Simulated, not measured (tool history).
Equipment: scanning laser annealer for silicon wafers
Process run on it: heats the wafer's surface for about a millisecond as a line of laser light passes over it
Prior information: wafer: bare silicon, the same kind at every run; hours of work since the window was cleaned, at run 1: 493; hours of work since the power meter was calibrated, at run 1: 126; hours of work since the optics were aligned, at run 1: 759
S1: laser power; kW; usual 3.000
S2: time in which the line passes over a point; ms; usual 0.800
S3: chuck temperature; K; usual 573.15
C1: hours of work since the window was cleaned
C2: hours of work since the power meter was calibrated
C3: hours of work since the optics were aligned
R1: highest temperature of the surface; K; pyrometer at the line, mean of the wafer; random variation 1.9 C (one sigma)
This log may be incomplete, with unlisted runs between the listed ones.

run	hour	S1	S2	S3	C1	C2	C3	R1
1	0.0	3.000	0.800	573.15	493	126	759	1364.15
2	7.2	3.143	0.800	573.15	497	130	763	1414.15
3	14.9	3.143	0.800	573.15	502	135	768	1412.15
4	23.6	3.143	0.606	573.15	507	140	773	1317.15
5	28.3	3.143	0.606	573.15	510	143	776	1318.15
6	37.7	3.143	0.606	573.15	516	148	781	1319.15
7	47.3	3.143	0.606	573.15	521	154	787	1319.15
8	53.9	3.000	0.800	573.15	525	158	791	1366.15
9	60.0	3.000	0.800	573.15	529	162	795	1367.15
10	64.6	3.000	0.800	573.15	532	165	797	1364.15
11	69.0	3.000	0.800	573.15	534	167	800	1364.15
12	74.9	3.106	0.800	537.15	538	171	803	1368.15
13	81.3	3.069	0.884	535.15	542	175	807	1385.15
14	85.9	3.069	0.884	535.15	544	177	810	1386.15
15	90.3	3.046	0.884	576.15	547	180	813	1420.15
16	100.5	3.046	0.884	576.15	553	186	819	1417.15
17	110.4	3.046	0.884	576.15	559	192	825	1417.15
18	118.2	2.564	0.908	549.15	564	197	829	1230.15
19	127.0	3.281	0.947	607.15	569	202	835	1569.15
20	131.7	3.281	0.947	607.15	572	205	837	1563.15
21	139.1	2.713	0.663	573.15	576	209	842	1216.15
22	145.8	3.032	0.728	555.15	580	213	846	1325.15

Below are 4 alternative next runs, each starting from the tool's condition after run 22. Predict each:
A	153.5	2.974	0.602	541.15	585	218	850	?
B	153.5	2.952	0.728	555.15	585	218	850	?
C	153.5	3.000	0.665	573.15	585	218	850	?
D	153.5	2.698	0.728	555.15	585	218	850	?

run	R1
A	1234.15
B	1301.15
C	1304.15
D	1217.15
Had the tool no hidden state, the same runs would have come out as:
run	R1
A	1235.15
B	1302.15
C	1305.15
D	1218.15
